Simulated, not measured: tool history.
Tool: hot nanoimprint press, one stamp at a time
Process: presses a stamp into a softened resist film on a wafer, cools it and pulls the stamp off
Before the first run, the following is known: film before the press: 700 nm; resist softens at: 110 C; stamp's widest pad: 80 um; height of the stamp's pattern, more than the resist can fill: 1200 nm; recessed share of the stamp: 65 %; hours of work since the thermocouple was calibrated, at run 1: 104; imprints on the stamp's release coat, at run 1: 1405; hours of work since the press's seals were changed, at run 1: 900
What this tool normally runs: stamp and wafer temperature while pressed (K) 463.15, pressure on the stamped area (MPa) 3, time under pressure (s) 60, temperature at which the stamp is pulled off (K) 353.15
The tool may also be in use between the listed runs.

run,hour,stamp and wafer temperature while pressed (K),pressure on the stamped area (MPa),time under pressure (s),temperature at which the stamp is pulled off (K),hours of work since the thermocouple was calibrated,imprints on the stamp's release coat,hours of work since the press's seals were changed,resist left under the stamp's widest pad (nm),greatest force while the stamp is pulled off (N)
1,0,463.15,3,60,353.15,104,1405,900,329,138
2,47.7,463.15,3,60,353.15,136,1588,931,328.1,138
# hour 60.4: stamp cleaned and given a new release coat
3,96.7,463.15,3,60,353.15,164,140,959,329.2,137
4,154.8,463.15,3,60,353.15,202,362,998,328.3,137
5,211.8,466.15,3,60,353.15,240,580,1035,303.9,138
6,273.4,466.15,3,60,353.15,281,816,1076,303.7,136
# hour 315.5: plate thermocouple calibrated
# hour 329.5: press's hydraulic seals changed and the load cell set to zero
7,338.2,466.15,3,60,353.15,10,1022,6,303.3,139
8,381.1,466.15,3,60,353.15,38,1187,34,304.1,141
9,458.7,466.15,3,60,353.15,89,1484,85,303.6,143
# hour 499.5: stamp cleaned and given a new release coat
10,505.8,463.15,3,60,353.15,116,25,112,328.5,140
11,552.3,463.15,3,60,353.15,147,203,143,328.2,139
12,636.2,463.15,3,60,353.15,202,524,198,329.3,139
13,678.7,463.15,3,60,353.15,230,686,226,328.5,139
14,746.1,463.15,3,60,353.15,274,945,271,327.7,138
15,784.9,463.15,3,60,353.15,300,1093,296,328.1,141
# hour 794.9: plate thermocouple calibrated
16,872,463.15,3,60,353.15,51,1416,352,329,139
# hour 925.2: stamp cleaned and given a new release coat
17,960.5,459.15,2.57,60,353.15,105,136,406,390,142
18,1036.1,459.15,2.57,84,348.15,155,425,456,347.6,151
19,1075.1,459.15,2.57,107,359.15,181,574,481,318.3,120
20,1153.5,456.15,2.57,107,343.15,232,875,533,347.2,164
21,1217,456.15,2.57,107,343.15,274,1118,575,347.5,162
# hour 1264.5: plate thermocouple calibrated
22,1306.1,456.15,2.57,107,343.15,27,1448,632,346.6,168
# hour 1351.8: stamp cleaned and given a new release coat
23,1354.6,461.15,4.08,71,339.15,55,11,660,281.8,175
24,1427.9,460.15,4.45,71,353.15,104,291,708,278.3,135
25,1507.2,458.15,4.54,59,357.15,156,595,760,314.5,129
26,1565.9,458.15,4.54,59,357.15,195,820,799,313.7,128
27,1611.2,463.15,3,49,357.15,224,993,829,353.7,128
28,1690.5,463.15,2.72,54,353.15,277,1297,881,356.7,136

What if the next run were any one of these 4? Each begins from the tool's condition after run 28:
# hour 1735.1: plate thermocouple calibrated
A,1767.9,463.15,3.02,43,341.15,22,1582,930,?,?
# hour 1735.1: plate thermocouple calibrated
B,1767.9,463.15,2.12,62,339.15,22,1582,930,?,?
# hour 1735.1: plate thermocouple calibrated
C,1767.9,463.15,2.17,54,353.15,22,1582,930,?,?
# hour 1735.1: plate thermocouple calibrated
D,1767.9,453.15,3.32,34,353.15,22,1582,930,?,?

run,resist left under the stamp's widest pad (nm),greatest force while the stamp is pulled off (N)
A,368.1,173
B,378.2,177
C,392.7,140
D,482.4,138
Had the tool no hidden state, the same runs would have come out as:
run,resist left under the stamp's widest pad (nm),greatest force while the stamp is pulled off (N)
A,367.9,172
B,378.1,176
C,392.5,139
D,482.3,137
